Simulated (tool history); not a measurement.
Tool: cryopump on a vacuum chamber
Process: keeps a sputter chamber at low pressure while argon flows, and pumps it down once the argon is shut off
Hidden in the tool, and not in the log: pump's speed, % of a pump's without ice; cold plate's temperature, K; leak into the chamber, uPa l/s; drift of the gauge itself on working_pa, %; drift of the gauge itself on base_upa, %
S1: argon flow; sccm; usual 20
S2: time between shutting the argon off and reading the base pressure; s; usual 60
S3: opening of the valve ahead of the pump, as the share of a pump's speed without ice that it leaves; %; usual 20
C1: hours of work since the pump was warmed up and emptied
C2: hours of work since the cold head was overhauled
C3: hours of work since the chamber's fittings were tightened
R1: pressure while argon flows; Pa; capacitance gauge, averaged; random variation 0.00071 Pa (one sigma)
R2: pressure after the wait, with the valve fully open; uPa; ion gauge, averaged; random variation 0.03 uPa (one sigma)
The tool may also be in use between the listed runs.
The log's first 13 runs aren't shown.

run,hour,S1,S2,S3,C1,C2,C3,R1,R2
14,166.3,11,60,20,517,517,1073,0.0745,2.95
15,178.3,11,60,20,528,528,1084,0.0760,3.07
16,196.2,20,60,44,544,544,1100,0.0697,3.03
17,209.7,20,30,20,555,555,1112,0.1378,4.40
18,219.6,20,30,20,564,564,1120,0.1394,4.46
19,234.1,13,235,20,577,577,1133,0.0897,2.18
20,243.0,13,235,20,585,585,1141,0.0907,2.28
# hour 248.2: leaking fittings of the chamber tightened, without venting
21,263.5,15,90,20,601,601,13,0.1047,1.24
22,275.1,15,90,20,611,611,24,0.1051,1.20
23,282.9,9,90,20,618,618,31,0.0622,1.23
# hour 301.9: pump warmed up, emptied and cooled again
24,303.7,20,259,28,2,632,44,0.0899,0.57
25,312.8,20,99,59,10,640,52,0.0429,1.05
26,321.9,20,271,36,18,648,60,0.0697,0.58
27,337.9,20,271,36,32,662,75,0.0721,0.58
28,353.3,24,142,20,45,676,88,0.1544,0.88
29,363.3,25,31,17,54,684,97,0.1873,2.80
30,373.1,20,48,32,63,693,105,0.0804,1.91
31,389.2,20,48,32,77,707,120,0.0808,1.93
32,403.1,34,60,50,89,719,132,0.0892,1.59
33,412.2,11,231,20,97,727,140,0.0704,0.71
34,422.8,11,231,20,106,737,149,0.0700,0.70

Forecast each of these 4 alternatives for the next run:
A,431.5,20,60,21,114,744,157,?,?
B,431.5,11,54,31,114,744,157,?,?
C,431.5,20,30,39,114,744,157,?,?
D,431.5,12,231,23,114,744,157,?,?

run,R1,R2
A,0.1233,1.64
B,0.0456,1.75
C,0.0664,2.87
D,0.0677,0.75
Without the tool's hidden state the same runs would have given:
run,R1,R2
A,0.1214,1.46
B,0.0446,1.57
C,0.0646,2.69
D,0.0666,0.56
